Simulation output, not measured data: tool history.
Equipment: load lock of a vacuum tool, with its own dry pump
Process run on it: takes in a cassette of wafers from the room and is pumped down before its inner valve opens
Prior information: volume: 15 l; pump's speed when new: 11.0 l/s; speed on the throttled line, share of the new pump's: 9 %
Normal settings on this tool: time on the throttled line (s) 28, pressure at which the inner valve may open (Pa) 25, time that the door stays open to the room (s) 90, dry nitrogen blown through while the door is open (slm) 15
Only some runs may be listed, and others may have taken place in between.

| run | hour | time on the throttled line (s) | pressure at which the inner valve may open (Pa) | time that the door stays open to the room (s) | dry nitrogen blown through while the door is open (slm) | incoming humidity of the room's air, % | time from the closed door until the inner valve may open (s) | rise of the pressure with all valves shut (Pa/min) |
|---|---|---|---|---|---|---|---|---|
| 1 | 0 | 28 | 25 | 90 | 15 | 44.9 | 36.76 | 0.093 |
| 2 | 94.5 | 28 | 25 | 90 | 15 | 46.2 | 36.71 | 0.097 |
| 3 | 210.1 | 28 | 25 | 90 | 15 | 49.4 | 36.78 | 0.096 |
| 4 | 265.4 | 20 | 25 | 90 | 15 | 43.8 | 29.52 | 0.089 |
| 5 | 373.1 | 28 | 25 | 90 | 5 | 44.4 | 36.86 | 0.112 |
| 6 | 487.6 | 28 | 25 | 90 | 5 | 46.1 | 37.1 | 0.115 |
| 7 | 565.5 | 28 | 25 | 90 | 5 | 43 | 36.85 | 0.106 |
| 8 | 631.2 | 28 | 25 | 90 | 5 | 45.8 | 37 | 0.117 |
| 9 | 713.8 | 28 | 25 | 90 | 8 | 46 | 36.85 | 0.107 |
| 10 | 797.8 | 28 | 25 | 161 | 8 | 49 | 36.94 | 0.158 |
| 11 | 867.4 | 28 | 25 | 161 | 8 | 43.4 | 36.9 | 0.137 |
| 12 | 971.5 | 28 | 25 | 161 | 8 | 47.3 | 36.9 | 0.158 |
| 13 | 1086.8 | 28 | 25 | 161 | 8 | 44.8 | 36.72 | 0.151 |
| 14 | 1172.7 | 28 | 25 | 161 | 8 | 45.2 | 36.89 | 0.146 |
| 15 | 1300.8 | 36 | 25 | 161 | 8 | 46.6 | 43.98 | 0.149 |
| 16 | 1400.4 | 28 | 25 | 90 | 15 | 45.3 | 36.85 | 0.096 |
| 17 | 1528.3 | 28 | 25 | 90 | 15 | 48.8 | 36.78 | 0.102 |
| 18 | 1604.7 | 28 | 25 | 90 | 15 | 46.6 | 36.85 | 0.093 |
| 19 | 1700.4 | 28 | 25 | 90 | 15 | 45.6 | 36.71 | 0.095 |
| 20 | 1792 | 56 | 25 | 90 | 15 | 45.6 | 62.18 | 0.094 |
| 21 | 1895.3 | 56 | 19 | 188 | 26 | 46.2 | 62.58 | 0.119 |
| 22 | 1967.1 | 56 | 19 | 27 | 6 | 46.1 | 62.51 | 0.062 |
| 23 | 2053.4 | 28 | 36 | 54 | 5 | 45.4 | 36.32 | 0.086 |
| 24 | 2133.1 | 28 | 36 | 54 | 5 | 41.7 | 36.4 | 0.08 |
| 25 | 2220.9 | 28 | 36 | 54 | 5 | 44.3 | 36.29 | 0.085 |
| 26 | 2294.9 | 28 | 36 | 54 | 5 | 43.8 | 36.28 | 0.074 |
| 27 | 2396.5 | 28 | 36 | 54 | 5 | 44.1 | 36.15 | 0.081 |
| 28 | 2479.3 | 28 | 25 | 30 | 15 | 47 | 36.77 | 0.059 |

The next listed run, before its measurement:
| 29 | 2585 | 28 | 43 | 90 | 15 | 44.1 | ? | ? |

{"run 29": {"time from the closed door until the inner valve may open (s)": 36.09, "rise of the pressure with all valves shut (Pa/min)": 0.087}}
Without the tool's hidden state the same run would have given time from the closed door until the inner valve may open (s) 36.09, rise of the pressure with all valves shut (Pa/min) 0.086.

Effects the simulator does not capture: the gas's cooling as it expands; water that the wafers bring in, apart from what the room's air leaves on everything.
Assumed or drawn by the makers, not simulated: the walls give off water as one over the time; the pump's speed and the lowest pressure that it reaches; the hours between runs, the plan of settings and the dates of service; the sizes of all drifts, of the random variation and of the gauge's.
